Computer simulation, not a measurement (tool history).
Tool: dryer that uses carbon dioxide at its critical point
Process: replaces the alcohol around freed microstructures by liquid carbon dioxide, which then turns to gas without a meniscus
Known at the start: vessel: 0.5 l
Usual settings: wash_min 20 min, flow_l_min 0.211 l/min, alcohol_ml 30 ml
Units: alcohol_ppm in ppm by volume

{"run": 1, "hour": 0.0, "wash_min": 20, "flow_l_min": 0.211, "alcohol_ml": 30, "alcohol_ppm": 59}
{"run": 2, "hour": 9.4, "wash_min": 20, "flow_l_min": 0.15, "alcohol_ml": 30, "alcohol_ppm": 357}
{"run": 3, "hour": 17.3, "wash_min": 20, "flow_l_min": 0.15, "alcohol_ml": 30, "alcohol_ppm": 363}
{"run": 4, "hour": 33.1, "wash_min": 20, "flow_l_min": 0.15, "alcohol_ml": 30, "alcohol_ppm": 344}
{"run": 5, "hour": 47.4, "wash_min": 20, "flow_l_min": 0.294, "alcohol_ml": 30, "alcohol_ppm": 13}
{"run": 6, "hour": 62.7, "wash_min": 17, "flow_l_min": 0.294, "alcohol_ml": 30, "alcohol_ppm": 19}
{"run": 7, "hour": 71.4, "wash_min": 17, "flow_l_min": 0.294, "alcohol_ml": 30, "alcohol_ppm": 17}
{"run": 8, "hour": 78.7, "wash_min": 20, "flow_l_min": 0.211, "alcohol_ml": 30, "alcohol_ppm": 47}
{"run": 9, "hour": 87.9, "wash_min": 20, "flow_l_min": 0.211, "alcohol_ml": 37, "alcohol_ppm": 63}
{"run": 10, "hour": 94.9, "wash_min": 16, "flow_l_min": 0.211, "alcohol_ml": 30, "alcohol_ppm": 203}
{"run": 11, "hour": 112.1, "wash_min": 16, "flow_l_min": 0.211, "alcohol_ml": 30, "alcohol_ppm": 195}
{"run": 12, "hour": 125.3, "wash_min": 20, "flow_l_min": 0.164, "alcohol_ml": 30, "alcohol_ppm": 245}
{"run": 13, "hour": 136.6, "wash_min": 20, "flow_l_min": 0.211, "alcohol_ml": 30, "alcohol_ppm": 59}
{"run": 14, "hour": 147.7, "wash_min": 20, "flow_l_min": 0.211, "alcohol_ml": 30, "alcohol_ppm": 71}
{"run": 15, "hour": 157.7, "wash_min": 14, "flow_l_min": 0.211, "alcohol_ml": 30, "alcohol_ppm": 409}
{"run": 16, "hour": 171.9, "wash_min": 14, "flow_l_min": 0.211, "alcohol_ml": 30, "alcohol_ppm": 420}
{"run": 17, "hour": 180.1, "wash_min": 14, "flow_l_min": 0.211, "alcohol_ml": 41, "alcohol_ppm": 585}
{"run": 18, "hour": 187.8, "wash_min": 14, "flow_l_min": 0.211, "alcohol_ml": 41, "alcohol_ppm": 568}
{"run": 19, "hour": 201.1, "wash_min": 20, "flow_l_min": 0.211, "alcohol_ml": 30, "alcohol_ppm": 62}
{"run": 20, "hour": 214.1, "wash_min": 20, "flow_l_min": 0.211, "alcohol_ml": 20, "alcohol_ppm": 42}
{"run": 21, "hour": 230.4, "wash_min": 20, "flow_l_min": 0.211, "alcohol_ml": 20, "alcohol_ppm": 48}
{"run": 22, "hour": 247.0, "wash_min": 20, "flow_l_min": 0.211, "alcohol_ml": 51, "alcohol_ppm": 100}
{"run": 23, "hour": 256.5, "wash_min": 18, "flow_l_min": 0.27, "alcohol_ml": 51, "alcohol_ppm": 42}
{"run": 24, "hour": 269.0, "wash_min": 23, "flow_l_min": 0.183, "alcohol_ml": 95, "alcohol_ppm": 190}
{"run": 25, "hour": 279.5, "wash_min": 20, "flow_l_min": 0.203, "alcohol_ml": 40, "alcohol_ppm": 115}
{"run": 26, "hour": 289.6, "wash_min": 20, "flow_l_min": 0.152, "alcohol_ml": 40, "alcohol_ppm": 538}
{"run": 27, "hour": 302.5, "wash_min": 20, "flow_l_min": 0.152, "alcohol_ml": 40, "alcohol_ppm": 519}
{"run": 28, "hour": 313.4, "wash_min": 20, "flow_l_min": 0.211, "alcohol_ml": 30, "alcohol_ppm": 74}
{"run": 29, "hour": 323.2, "wash_min": 15, "flow_l_min": 0.192, "alcohol_ml": 113, "alcohol_ppm": 1857}
{"run": 30, "hour": 335.7, "wash_min": 15, "flow_l_min": 0.192, "alcohol_ml": 113, "alcohol_ppm": 1943}
{"run": 31, "hour": 350.2, "wash_min": 15, "flow_l_min": 0.192, "alcohol_ml": 113, "alcohol_ppm": 1942}
{"run": 32, "hour": 365.8, "wash_min": 13, "flow_l_min": 0.222, "alcohol_ml": 96, "alcohol_ppm": 1618}
{"run": 33, "hour": 379.7, "wash_min": 13, "flow_l_min": 0.222, "alcohol_ml": 96, "alcohol_ppm": 1623}
{"run": 34, "hour": 392.1, "wash_min": 15, "flow_l_min": 0.146, "alcohol_ml": 50, "alcohol_ppm": 2787}
{"run": 35, "hour": 406.7, "wash_min": 13, "flow_l_min": 0.303, "alcohol_ml": 28, "alcohol_ppm": 101}
{"run": 36, "hour": 423.4, "wash_min": 13, "flow_l_min": 0.303, "alcohol_ml": 28, "alcohol_ppm": 116}
{"run": 37, "hour": 434.5, "wash_min": 26, "flow_l_min": 0.149, "alcohol_ml": 33, "alcohol_ppm": 145}
{"run": 38, "hour": 441.8, "wash_min": 26, "flow_l_min": 0.149, "alcohol_ml": 33, "alcohol_ppm": 144}
{"run": 39, "hour": 450.3, "wash_min": 24, "flow_l_min": 0.149, "alcohol_ml": 33, "alcohol_ppm": 227}
{"run": 40, "hour": 461.8, "wash_min": 24, "flow_l_min": 0.149, "alcohol_ml": 33, "alcohol_ppm": 222}
{"run": 41, "hour": 476.1, "wash_min": 24, "flow_l_min": 0.149, "alcohol_ml": 33, "alcohol_ppm": 236}
{"run": 42, "hour": 485.9, "wash_min": 29, "flow_l_min": 0.137, "alcohol_ml": 109, "alcohol_ppm": 373}
{"run": 43, "hour": 501.2, "wash_min": 29, "flow_l_min": 0.137, "alcohol_ml": 109, "alcohol_ppm": 385}
{"run": 44, "hour": 516.7, "wash_min": 29, "flow_l_min": 0.137, "alcohol_ml": 109, "alcohol_ppm": 386}

Forecast each of these 3 alternatives for the next run:
{"run": "A", "hour": 526.5, "wash_min": 30, "flow_l_min": 0.168, "alcohol_ml": 30, "alcohol_ppm": "?"}
{"run": "B", "hour": 526.5, "wash_min": 17, "flow_l_min": 0.128, "alcohol_ml": 30, "alcohol_ppm": "?"}
{"run": "C", "hour": 526.5, "wash_min": 29, "flow_l_min": 0.186, "alcohol_ml": 34, "alcohol_ppm": "?"}

run=A alcohol_ppm=35
run=B alcohol_ppm=1896
run=C alcohol_ppm=38
Without the tool's hidden state the same runs would have given:
run=A alcohol_ppm=6
run=B alcohol_ppm=1298
run=C alcohol_ppm=12

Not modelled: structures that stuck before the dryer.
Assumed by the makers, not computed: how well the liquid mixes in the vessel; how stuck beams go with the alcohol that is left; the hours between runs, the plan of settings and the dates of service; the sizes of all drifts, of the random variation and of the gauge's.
